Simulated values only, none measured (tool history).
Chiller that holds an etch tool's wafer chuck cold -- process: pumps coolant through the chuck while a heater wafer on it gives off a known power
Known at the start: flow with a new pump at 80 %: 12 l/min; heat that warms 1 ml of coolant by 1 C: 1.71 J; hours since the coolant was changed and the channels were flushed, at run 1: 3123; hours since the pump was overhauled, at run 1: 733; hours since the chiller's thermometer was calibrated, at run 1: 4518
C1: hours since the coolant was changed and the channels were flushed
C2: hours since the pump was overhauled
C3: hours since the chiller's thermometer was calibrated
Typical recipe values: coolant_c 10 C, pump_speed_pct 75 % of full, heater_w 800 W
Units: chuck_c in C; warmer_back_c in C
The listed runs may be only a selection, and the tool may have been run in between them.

Run 1, day 0: usual settings; C1 3123; C2 733; C3 4518. Result: chuck_c 16 C, warmer_back_c 2.42 C.
Run 2, day 1.117: usual settings; C1 3149; C2 760; C3 4545. Result: chuck_c 16 C, warmer_back_c 2.52 C.
Run 3, day 1.762: usual settings; C1 3165; C2 776; C3 4560. Result: chuck_c 16 C, warmer_back_c 2.55 C.
Run 4, day 2.354: usual settings but heater_w 501 W; C1 3179; C2 790; C3 4575. Result: chuck_c 13.8 C, warmer_back_c 1.63 C.
Run 5, day 3.338: usual settings; C1 3203; C2 813; C3 4598. Result: chuck_c 16 C, warmer_back_c 2.56 C.
Run 6, day 4.404: usual settings; C1 3228; C2 839; C3 4624. Result: chuck_c 16.1 C, warmer_back_c 2.61 C.
Run 7, day 5.071: usual settings but coolant_c 15 C; C1 3244; C2 855; C3 4640. Result: chuck_c 20.8 C, warmer_back_c 2.62 C.
Run 8, day 5.912: usual settings but coolant_c 15 C; C1 3264; C2 875; C3 4660. Result: chuck_c 21.2 C, warmer_back_c 2.66 C.
Run 9, day 6.988: usual settings but coolant_c 15 C; C1 3290; C2 901; C3 4686. Result: chuck_c 20.9 C, warmer_back_c 2.66 C.
Run 10, day 8.117: usual settings; C1 3317; C2 928; C3 4713. Result: chuck_c 15.9 C, warmer_back_c 2.68 C.
Run 11, day 8.7: usual settings; C1 3331; C2 942; C3 4727. Result: chuck_c 16.1 C, warmer_back_c 2.64 C.
Run 12, day 9.554: usual settings; C1 3352; C2 963; C3 4748. Result: chuck_c 16.1 C, warmer_back_c 2.68 C.
Run 13, day 10.4: usual settings but coolant_c 16 C; C1 3372; C2 983; C3 4768. Result: chuck_c 21.9 C, warmer_back_c 2.68 C.
Run 14, day 11.375: usual settings but coolant_c 8 C; C1 3396; C2 1006; C3 4791. Result: chuck_c 14 C, warmer_back_c 2.74 C.
Run 15, day 12.425: usual settings but coolant_c 8 C; C1 3421; C2 1031; C3 4816. Result: chuck_c 14 C, warmer_back_c 2.77 C.
Run 16, day 13.475: usual settings but coolant_c 5 C; C1 3446; C2 1057; C3 4842. Result: chuck_c 11.1 C, warmer_back_c 2.8 C.
Run 17, day 14.675: usual settings but coolant_c 13 C, pump_speed_pct 98 % of full, heater_w 424 W; C1 3475; C2 1086; C3 4870. Result: chuck_c 15.5 C, warmer_back_c 1.32 C.
Run 18, day 15.329: usual settings but coolant_c 5 C, pump_speed_pct 71 % of full; C1 3490; C2 1101; C3 4886. Result: chuck_c 11.4 C, warmer_back_c 2.99 C.
Run 19, day 16.421: usual settings but coolant_c 1 C; C1 3517; C2 1127; C3 4912. Result: chuck_c 6.7 C, warmer_back_c 2.88 C.
Run 20, day 17.554: usual settings but coolant_c 16 C, pump_speed_pct 70 % of full, heater_w 696 W; C1 3544; C2 1155; C3 4939. Result: chuck_c 21.7 C, warmer_back_c 2.67 C.
At day 17.892: chiller's thermometer calibrated.
At day 18.283: gauge calibrated.
Run 21, day 19.004: usual settings but coolant_c 16 C, pump_speed_pct 70 % of full, heater_w 696 W; C1 3578; C2 1188; C3 27. Result: chuck_c 21.7 C, warmer_back_c 2.33 C.
Run 22, day 19.871: usual settings but coolant_c 16 C, pump_speed_pct 70 % of full, heater_w 696 W; C1 3599; C2 1209; C3 48. Result: chuck_c 21.5 C, warmer_back_c 2.38 C.
Run 23, day 20.779: usual settings but coolant_c 4 C, pump_speed_pct 79 % of full; C1 3620; C2 1231; C3 69. Result: chuck_c 9.6 C, warmer_back_c 2.46 C.
Run 24, day 21.796: usual settings but coolant_c 0 C, pump_speed_pct 90 % of full; C1 3645; C2 1255; C3 94. Result: chuck_c 5.3 C, warmer_back_c 2.08 C.
Run 25, day 22.75: usual settings but coolant_c 17 C, pump_speed_pct 77 % of full; C1 3668; C2 1278; C3 117. Result: chuck_c 22.7 C, warmer_back_c 2.51 C.
Run 26, day 23.546: usual settings but coolant_c 17 C, pump_speed_pct 77 % of full; C1 3687; C2 1297; C3 136. Result: chuck_c 22.8 C, warmer_back_c 2.58 C.
Run 27, day 24.258: usual settings but coolant_c 17 C, pump_speed_pct 77 % of full; C1 3704; C2 1314; C3 153. Result: chuck_c 22.8 C, warmer_back_c 2.58 C.
Run 28, day 25.067: usual settings but coolant_c 14 C, pump_speed_pct 69 % of full, heater_w 957 W; C1 3723; C2 1334; C3 172. Result: chuck_c 21.7 C, warmer_back_c 3.39 C.
Run 29, day 26.067: usual settings but coolant_c 5 C, pump_speed_pct 90 % of full, heater_w 1126 W; C1 3747; C2 1358; C3 196. Result: chuck_c 12.2 C, warmer_back_c 3.08 C.
Run 30, day 27.317: usual settings but coolant_c 5 C, pump_speed_pct 90 % of full, heater_w 1126 W; C1 3777; C2 1388; C3 226. Result: chuck_c 12.2 C, warmer_back_c 3.08 C.
Run 31, day 28.45: usual settings but coolant_c 4 C, pump_speed_pct 65 % of full, heater_w 707 W; C1 3804; C2 1415; C3 253. Result: chuck_c 10.1 C, warmer_back_c 2.81 C.

Entry by entry between the runs, the difference in hidden state between the last listed run before and the first listed run after:
Run 20 -> run 21: chiller's thermometer calibrated (day 17.892); gauge calibrated (day 18.283)
  drift of the gauge itself on warmer_back_c, C: 0.36 -> 0.01
  measured less the result without the state, warmer_back_c: +0.36 -> +0.01 C

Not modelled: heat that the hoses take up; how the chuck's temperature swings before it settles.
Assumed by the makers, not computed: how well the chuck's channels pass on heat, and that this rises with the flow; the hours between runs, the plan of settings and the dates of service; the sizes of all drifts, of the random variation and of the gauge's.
